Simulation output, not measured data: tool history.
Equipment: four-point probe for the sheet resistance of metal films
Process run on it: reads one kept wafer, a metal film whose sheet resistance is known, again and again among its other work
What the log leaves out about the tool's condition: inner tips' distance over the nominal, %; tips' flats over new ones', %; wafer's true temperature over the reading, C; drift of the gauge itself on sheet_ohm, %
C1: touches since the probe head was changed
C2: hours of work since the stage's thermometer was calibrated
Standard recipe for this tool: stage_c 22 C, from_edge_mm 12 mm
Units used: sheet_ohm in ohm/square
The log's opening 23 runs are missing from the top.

run 24 hour=1093.0 | stage_c=27 from_edge_mm=38 | C1=115123 C2=871 | sheet_ohm=0.145441
run 25 hour=1137.3 | stage_c=26 from_edge_mm=33 | C1=116509 C2=893 | sheet_ohm=0.145334
run 26 hour=1197.2 | stage_c=26 from_edge_mm=33 | C1=118382 C2=923 | sheet_ohm=0.145364
run 27 hour=1226.7 | stage_c=28 from_edge_mm=6 | C1=119305 C2=938 | sheet_ohm=0.146105
run 28 hour=1266.6 | stage_c=29 from_edge_mm=30 | C1=120555 C2=958 | sheet_ohm=0.145630
run 29 hour=1331.6 | stage_c=19 from_edge_mm=19 | C1=122590 C2=990 | sheet_ohm=0.144832
run 30 hour=1367.1 | stage_c=19 from_edge_mm=19 | C1=123703 C2=1008 | sheet_ohm=0.144782
run 31 hour=1401.9 | stage_c=19 from_edge_mm=19 | C1=124791 C2=1026 | sheet_ohm=0.144831
run 32 hour=1431.9 | stage_c=25 from_edge_mm=18 | C1=125729 C2=1041 | sheet_ohm=0.145370
run 33 hour=1495.3 | stage_c=35 from_edge_mm=6 | C1=127715 C2=1072 | sheet_ohm=0.146803
run 34 hour=1546.5 | stage_c=25 from_edge_mm=39 | C1=129316 C2=1098 | sheet_ohm=0.145346
run 35 hour=1575.7 | stage_c=22 from_edge_mm=27 | C1=130232 C2=1112 | sheet_ohm=0.145122
run 36 hour=1607.2 | stage_c=29 from_edge_mm=67 | C1=131218 C2=1128 | sheet_ohm=0.145712
run 37 hour=1654.8 | stage_c=22 from_edge_mm=11 | C1=132706 C2=1152 | sheet_ohm=0.145280
run 38 hour=1717.1 | stage_c=21 from_edge_mm=14 | C1=134656 C2=1183 | sheet_ohm=0.145102
run 39 hour=1760.9 | stage_c=21 from_edge_mm=14 | C1=136028 C2=1205 | sheet_ohm=0.145175
run 40 hour=1789.8 | stage_c=21 from_edge_mm=14 | C1=136934 C2=1219 | sheet_ohm=0.145094
run 41 hour=1852.6 | stage_c=22 from_edge_mm=5 | C1=138897 C2=1251 | sheet_ohm=0.145900
run 42 hour=1903.2 | stage_c=25 from_edge_mm=63 | C1=140482 C2=1276 | sheet_ohm=0.145472

Predict the results of run 43:
run 43 hour=1945.1 | stage_c=23 from_edge_mm=4 | C1=141793 C2=1297 | sheet_ohm=?

{"run 43": {"sheet_ohm": 0.146444}}
On a tool with no hidden condition, and with the same random variation, this run would have come out at sheet_ohm 0.144864 ohm/square.
